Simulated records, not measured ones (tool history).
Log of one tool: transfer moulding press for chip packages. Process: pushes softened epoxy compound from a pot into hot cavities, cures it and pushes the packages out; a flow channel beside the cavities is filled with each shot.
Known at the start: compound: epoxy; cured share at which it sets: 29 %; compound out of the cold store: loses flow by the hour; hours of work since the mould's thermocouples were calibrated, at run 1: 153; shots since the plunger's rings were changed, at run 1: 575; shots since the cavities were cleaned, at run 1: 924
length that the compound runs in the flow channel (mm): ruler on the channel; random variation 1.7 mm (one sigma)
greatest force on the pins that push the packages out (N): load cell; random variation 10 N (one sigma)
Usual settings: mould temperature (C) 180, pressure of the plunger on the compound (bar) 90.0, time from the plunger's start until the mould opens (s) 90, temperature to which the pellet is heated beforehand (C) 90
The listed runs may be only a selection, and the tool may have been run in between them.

| run | hour | mould temperature (C) | pressure of the plunger on the compound (bar) | time from the plunger's start until the mould opens (s) | temperature to which the pellet is heated beforehand (C) | hours of work since the mould's thermocouples were calibrated | shots since the plunger's rings were changed | shots since the cavities were cleaned | incoming compound's hours out of the cold store | length that the compound runs in the flow channel (mm) | greatest force on the pins that push the packages out (N) |
|---|---|---|---|---|---|---|---|---|---|---|---|
| 1 | 0.0 | 180 | 90.0 | 90 | 90 | 153 | 575 | 924 | 41.3 | 727 | 711 |
| 2 | 6.7 | 180 | 90.0 | 90 | 90 | 159 | 678 | 1027 | 17.2 | 861 | 774 |
|  | 14.0 | cavities cleaned with cleaning compound and waxed |
| 3 | 16.1 | 180 | 90.0 | 90 | 90 | 165 | 799 | 33 | 37.7 | 746 | 491 |
| 4 | 20.7 | 177 | 90.0 | 90 | 90 | 168 | 870 | 104 | 41.3 | 736 | 575 |
| 5 | 29.4 | 177 | 90.0 | 90 | 83 | 175 | 1003 | 237 | 40.3 | 739 | 643 |
| 6 | 36.9 | 177 | 90.0 | 90 | 83 | 181 | 1118 | 352 | 16.5 | 875 | 751 |
| 7 | 41.8 | 177 | 90.0 | 90 | 83 | 185 | 1193 | 427 | 46.8 | 706 | 696 |
| 8 | 45.8 | 180 | 90.0 | 90 | 90 | 188 | 1254 | 488 | 12.3 | 891 | 636 |
| 9 | 52.0 | 180 | 90.0 | 90 | 90 | 193 | 1349 | 583 | 10.2 | 903 | 680 |
|  | 54.7 | mould's thermocouples calibrated |
| 10 | 62.3 | 180 | 90.0 | 90 | 90 | 6 | 1478 | 712 | 45.0 | 702 | 664 |
| 11 | 70.6 | 180 | 90.0 | 90 | 90 | 12 | 1604 | 838 | 19.5 | 840 | 706 |
| 12 | 79.1 | 180 | 90.0 | 90 | 90 | 19 | 1735 | 969 | 21.6 | 830 | 719 |
| 13 | 87.6 | 172 | 90.0 | 90 | 90 | 26 | 1867 | 1101 | 11.2 | 922 | 1277 |
|  | 89.9 | cavities cleaned with cleaning compound and waxed |
|  | 95.6 | mould's thermocouples calibrated, once more |
| 14 | 97.1 | 180 | 81.6 | 90 | 90 | 1 | 1958 | 80 | 29.6 | 746 | 514 |
| 15 | 103.2 | 180 | 81.6 | 90 | 90 | 6 | 2052 | 174 | 23.2 | 784 | 586 |
| 16 | 107.9 | 180 | 81.6 | 90 | 90 | 10 | 2124 | 246 | 45.7 | 669 | 573 |
| 17 | 116.7 | 172 | 75.8 | 83 | 90 | 16 | 2259 | 381 | 24.0 | 775 | 1322 |
| 18 | 122.6 | 172 | 75.8 | 83 | 90 | 21 | 2350 | 472 | 40.2 | 689 | 1275 |
| 19 | 130.3 | 172 | 75.8 | 83 | 90 | 27 | 2468 | 590 | 16.9 | 810 | 1492 |
| 20 | 138.6 | 180 | 90.0 | 106 | 90 | 33 | 2595 | 717 | 14.8 | 870 | 588 |
| 21 | 143.1 | 180 | 90.0 | 106 | 90 | 37 | 2664 | 786 | 31.7 | 769 | 630 |
| 22 | 150.9 | 180 | 90.0 | 106 | 90 | 43 | 2784 | 906 | 14.3 | 873 | 607 |
| 23 | 158.8 | 180 | 90.0 | 106 | 90 | 49 | 2905 | 1027 | 20.2 | 835 | 638 |
|  | 165.7 | cavities cleaned with cleaning compound and waxed |
| 24 | 167.4 | 181 | 85.9 | 98 | 81 | 55 | 3015 | 27 | 41.4 | 699 | 430 |
| 25 | 173.9 | 181 | 85.9 | 99 | 90 | 60 | 3115 | 127 | 44.1 | 683 | 473 |
| 26 | 179.3 | 188 | 90.0 | 90 | 90 | 64 | 3198 | 210 | 32.8 | 737 | 468 |
| 27 | 185.7 | 188 | 90.0 | 80 | 85 | 69 | 3295 | 307 | 18.9 | 816 | 529 |
| 28 | 194.2 | 188 | 90.0 | 80 | 85 | 76 | 3426 | 438 | 34.9 | 729 | 561 |

Hidden state at the last listed run before each entry between runs and at the first one after, where it differs:
Logged between run 2 and run 3: cavities cleaned with cleaning compound and waxed (hour 14.0)
  true mould temperature over the reading, C: 0.62 -> 0.63; pressure that reaches the compound, % of what is set: 98.99 -> 98.82; grip of the stained cavities, % over clean ones': 56.9 -> 3.6
  the result without the hidden state subtracted from the measured one, length that the compound runs in the flow channel (mm): -7 -> -6; greatest force on the pins that push the packages out (N): +266 -> +5
Logged between run 9 and run 10: mould's thermocouples calibrated (hour 54.7)
  true mould temperature over the reading, C: 0.69 -> 0.99; pressure that reaches the compound, % of what is set: 98 -> 97.82; grip of the stained cavities, % over clean ones': 40 -> 45.5
  the result without the hidden state subtracted from the measured one, length that the compound runs in the flow channel (mm): -11 -> -11; greatest force on the pins that push the packages out (N): +176 -> +188
Logged between run 13 and run 14: cavities cleaned with cleaning compound and waxed (hour 89.9); mould's thermocouples calibrated, once more (hour 95.6)
  true mould temperature over the reading, C: 1.04 -> -0.39; pressure that reaches the compound, % of what is set: 97.26 -> 97.13; grip of the stained cavities, % over clean ones': 56.8 -> 8.5
  the result without the hidden state subtracted from the measured one, length that the compound runs in the flow channel (mm): -17 -> -10; greatest force on the pins that push the packages out (N): +395 -> +50
Logged between run 23 and run 24: cavities cleaned with cleaning compound and waxed (hour 165.7)
  true mould temperature over the reading, C: -0.28 -> -0.27; pressure that reaches the compound, % of what is set: 95.77 -> 95.61; grip of the stained cavities, % over clean ones': 55.8 -> 5.8
  the result without the hidden state subtracted from the measured one, length that the compound runs in the flow channel (mm): -18 -> -15; greatest force on the pins that push the packages out (N): +231 -> +26

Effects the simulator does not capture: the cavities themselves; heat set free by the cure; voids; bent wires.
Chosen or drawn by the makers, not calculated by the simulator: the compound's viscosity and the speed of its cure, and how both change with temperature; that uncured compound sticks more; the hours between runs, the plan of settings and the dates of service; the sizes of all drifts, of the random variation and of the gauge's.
